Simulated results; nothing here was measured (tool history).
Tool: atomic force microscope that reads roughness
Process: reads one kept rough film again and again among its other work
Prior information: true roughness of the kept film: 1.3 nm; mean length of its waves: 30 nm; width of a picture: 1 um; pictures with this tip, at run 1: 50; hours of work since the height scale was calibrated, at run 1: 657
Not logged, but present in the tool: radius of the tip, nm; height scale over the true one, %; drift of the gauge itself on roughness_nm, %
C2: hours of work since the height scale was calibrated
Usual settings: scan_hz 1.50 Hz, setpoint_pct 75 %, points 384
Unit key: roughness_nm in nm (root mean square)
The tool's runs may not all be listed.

Run 1, hour 0.0: usual settings; pictures with this tip 50; C2 657. Result: roughness_nm 1.083 nm (root mean square).
Run 2, hour 53.9: usual settings; pictures with this tip 116; C2 686. Result: roughness_nm 1.031 nm (root mean square).
At hour 70.9: new tip fitted.
Run 3, hour 127.1: usual settings; pictures with this tip 69; C2 726. Result: roughness_nm 1.052 nm (root mean square).
At hour 185.3: new tip fitted.
Run 4, hour 207.2: usual settings but points 474; pictures with this tip 27; C2 769. Result: roughness_nm 1.099 nm (root mean square).
Run 5, hour 262.3: usual settings; pictures with this tip 95; C2 799. Result: roughness_nm 1.037 nm (root mean square).
At hour 301.4: new tip fitted.
Run 6, hour 322.0: usual settings; pictures with this tip 25; C2 832. Result: roughness_nm 1.097 nm (root mean square).
Run 7, hour 362.8: usual settings but points 689; pictures with this tip 76; C2 854. Result: roughness_nm 1.056 nm (root mean square).
Run 8, hour 396.3: usual settings but points 689; pictures with this tip 117; C2 872. Result: roughness_nm 1.034 nm (root mean square).
At hour 415.5: new tip fitted.
Run 9, hour 470.6: usual settings but points 689; pictures with this tip 68; C2 912. Result: roughness_nm 1.074 nm (root mean square).
At hour 528.7: new tip fitted.
Run 10, hour 547.3: usual settings but points 689; pictures with this tip 23; C2 954. Result: roughness_nm 1.115 nm (root mean square).
Run 11, hour 611.1: usual settings but points 429; pictures with this tip 102; C2 989. Result: roughness_nm 1.041 nm (root mean square).
At hour 640.5: new tip fitted.
Run 12, hour 669.2: usual settings but points 429; pictures with this tip 35; C2 1020. Result: roughness_nm 1.110 nm (root mean square).
Run 13, hour 704.9: usual settings but points 429; pictures with this tip 79; C2 1039. Result: roughness_nm 1.057 nm (root mean square).
At hour 752.6: new tip fitted.
Run 14, hour 752.6: usual settings but setpoint_pct 60 %; pictures with this tip 0; C2 1065. Result: roughness_nm 1.211 nm (root mean square).
At hour 776.5: height scale calibrated on a step standard.
Run 15, hour 797.2: usual settings but setpoint_pct 60 %; pictures with this tip 54; C2 11. Result: roughness_nm 1.130 nm (root mean square).
Run 16, hour 831.2: usual settings but points 299; pictures with this tip 95; C2 30. Result: roughness_nm 1.021 nm (root mean square).
At hour 865.6: new tip fitted.
Run 17, hour 891.3: usual settings but points 299; pictures with this tip 32; C2 62. Result: roughness_nm 1.055 nm (root mean square).
Run 18, hour 929.5: usual settings; pictures with this tip 79; C2 83. Result: roughness_nm 1.040 nm (root mean square).
At hour 979.3: new tip fitted.
Run 19, hour 1004.1: usual settings; pictures with this tip 31; C2 123. Result: roughness_nm 1.069 nm (root mean square).
Run 20, hour 1062.0: usual settings but setpoint_pct 56 %; pictures with this tip 102; C2 155. Result: roughness_nm 1.097 nm (root mean square).
At hour 1091.1: new tip fitted.
Run 21, hour 1105.4: usual settings but setpoint_pct 59 %; pictures with this tip 18; C2 178. Result: roughness_nm 1.178 nm (root mean square).
Run 22, hour 1172.1: usual settings but setpoint_pct 59 %; pictures with this tip 101; C2 215. Result: roughness_nm 1.088 nm (root mean square).
At hour 1203.9: new tip fitted.
Run 23, hour 1226.4: usual settings but setpoint_pct 59 %; pictures with this tip 28; C2 244. Result: roughness_nm 1.165 nm (root mean square).
Run 24, hour 1296.1: usual settings but setpoint_pct 77 %; pictures with this tip 114; C2 282. Result: roughness_nm 1.009 nm (root mean square).
At hour 1314.9: new tip fitted.
Run 25, hour 1378.9: usual settings but setpoint_pct 77 %; pictures with this tip 79; C2 327. Result: roughness_nm 1.041 nm (root mean square).
At hour 1428.4: new tip fitted.
Run 26, hour 1462.0: usual settings but setpoint_pct 61 %; pictures with this tip 42; C2 372. Result: roughness_nm 1.148 nm (root mean square).
Run 27, hour 1524.4: usual settings but setpoint_pct 61 %; pictures with this tip 119; C2 406. Result: roughness_nm 1.079 nm (root mean square).
At hour 1540.2: new tip fitted.
Run 28, hour 1601.5: usual settings but setpoint_pct 61 %; pictures with this tip 75; C2 448. Result: roughness_nm 1.132 nm (root mean square).
Run 29, hour 1648.6: usual settings but scan_hz 1.18 Hz, setpoint_pct 60 %, points 473; pictures with this tip 133; C2 473. Result: roughness_nm 1.101 nm (root mean square).
At hour 1654.3: new tip fitted.
Run 30, hour 1707.4: usual settings but scan_hz 0.57 Hz, setpoint_pct 60 %, points 450; pictures with this tip 65; C2 505. Result: roughness_nm 1.166 nm (root mean square).
Run 31, hour 1755.6: usual settings but scan_hz 3.08 Hz, setpoint_pct 76 %, points 645; pictures with this tip 125; C2 531. Result: roughness_nm 0.898 nm (root mean square).
At hour 1765.7: new tip fitted.
Run 32, hour 1828.1: usual settings but scan_hz 1.22 Hz; pictures with this tip 77; C2 571. Result: roughness_nm 1.079 nm (root mean square).
At hour 1878.8: new tip fitted.
Run 33, hour 1884.7: usual settings but points 334; pictures with this tip 7; C2 601. Result: roughness_nm 1.109 nm (root mean square).
Run 34, hour 1922.5: usual settings but scan_hz 2.07 Hz, setpoint_pct 81 %, points 944; pictures with this tip 54; C2 622. Result: roughness_nm 0.978 nm (root mean square).
At hour 1991.4: new tip fitted.
Run 35, hour 1993.3: usual settings but setpoint_pct 80 %; pictures with this tip 3; C2 660. Result: roughness_nm 1.079 nm (root mean square).
Run 36, hour 2063.1: usual settings but setpoint_pct 80 %; pictures with this tip 89; C2 698. Result: roughness_nm 1.020 nm (root mean square).
At hour 2104.7: new tip fitted.
Run 37, hour 2130.0: usual settings but setpoint_pct 80 %; pictures with this tip 32; C2 734. Result: roughness_nm 1.050 nm (root mean square).
Run 38, hour 2196.3: usual settings but scan_hz 0.62 Hz, setpoint_pct 90 %; pictures with this tip 114; C2 770. Result: roughness_nm 1.030 nm (root mean square).
At hour 2220.2: new tip fitted.
Run 39, hour 2263.0: usual settings but scan_hz 0.62 Hz, setpoint_pct 90 %; pictures with this tip 53; C2 806. Result: roughness_nm 1.091 nm (root mean square).
Run 40, hour 2314.1: usual settings but scan_hz 0.56 Hz, setpoint_pct 70 %, points 311; pictures with this tip 116; C2 834. Result: roughness_nm 1.100 nm (root mean square).
At hour 2334.9: new tip fitted.
Run 41, hour 2361.3: usual settings but scan_hz 3.10 Hz, setpoint_pct 63 %, points 515; pictures with this tip 33; C2 860. Result: roughness_nm 1.094 nm (root mean square).
Run 42, hour 2444.4: usual settings but scan_hz 3.10 Hz, setpoint_pct 55 %, points 515; pictures with this tip 136; C2 905. Result: roughness_nm 1.060 nm (root mean square).
At hour 2448.6: new tip fitted.
Run 43, hour 2495.6: usual settings but scan_hz 0.58 Hz, points 493; pictures with this tip 58; C2 933. Result: roughness_nm 1.153 nm (root mean square).
Run 44, hour 2532.3: usual settings but scan_hz 3.81 Hz, setpoint_pct 90 %, points 259; pictures with this tip 104; C2 953. Result: roughness_nm 0.704 nm (root mean square).
At hour 2562.9: new tip fitted.
Run 45, hour 2567.3: usual settings but scan_hz 3.81 Hz, setpoint_pct 90 %, points 259; pictures with this tip 5; C2 971. Result: roughness_nm 0.765 nm (root mean square).
Run 46, hour 2648.6: usual settings but scan_hz 3.81 Hz, setpoint_pct 90 %, points 259; pictures with this tip 106; C2 1016. Result: roughness_nm 0.703 nm (root mean square).
At hour 2674.5: new tip fitted.
Run 47, hour 2709.9: usual settings but scan_hz 0.99 Hz, setpoint_pct 71 %, points 762; pictures with this tip 44; C2 1049. Result: roughness_nm 1.142 nm (root mean square).
At hour 2760.2: height scale calibrated on a step standard.
Run 48, hour 2776.9: usual settings but scan_hz 2.69 Hz, setpoint_pct 66 %, points 334; pictures with this tip 125; C2 9. Result: roughness_nm 0.986 nm (root mean square).
At hour 2786.9: new tip fitted.
Run 49, hour 2830.2: usual settings but scan_hz 2.71 Hz, setpoint_pct 72 %, points 334; pictures with this tip 53; C2 38. Result: roughness_nm 1.001 nm (root mean square).
At hour 2900.0: new tip fitted.
Run 50, hour 2905.3: usual settings but scan_hz 0.99 Hz, setpoint_pct 81 %; pictures with this tip 6; C2 79. Result: roughness_nm 1.113 nm (root mean square).
Run 51, hour 2968.7: usual settings but points 297; pictures with this tip 85; C2 113. Result: roughness_nm 1.025 nm (root mean square).

3 ways to go on from here, each from the tool as it stands after run 51. What would each give?
At hour 3013.5: new tip fitted.
Run A, hour 3014.3: usual settings but points 267; pictures with this tip 1; C2 138. Result: roughness_nm ?.
At hour 3013.5: new tip fitted.
Run B, hour 3014.3: usual settings but setpoint_pct 85 %; pictures with this tip 1; C2 138. Result: roughness_nm ?.
At hour 3013.5: new tip fitted.
Run C, hour 3014.3: usual settings but scan_hz 0.59 Hz, setpoint_pct 65 %, points 265; pictures with this tip 1; C2 138. Result: roughness_nm ?.

run  roughness_nm
  A         1.099
  B         1.041
  C         1.200
Without the tool's hidden state the same runs would have given:
run  roughness_nm
  A         1.097
  B         1.040
  C         1.198
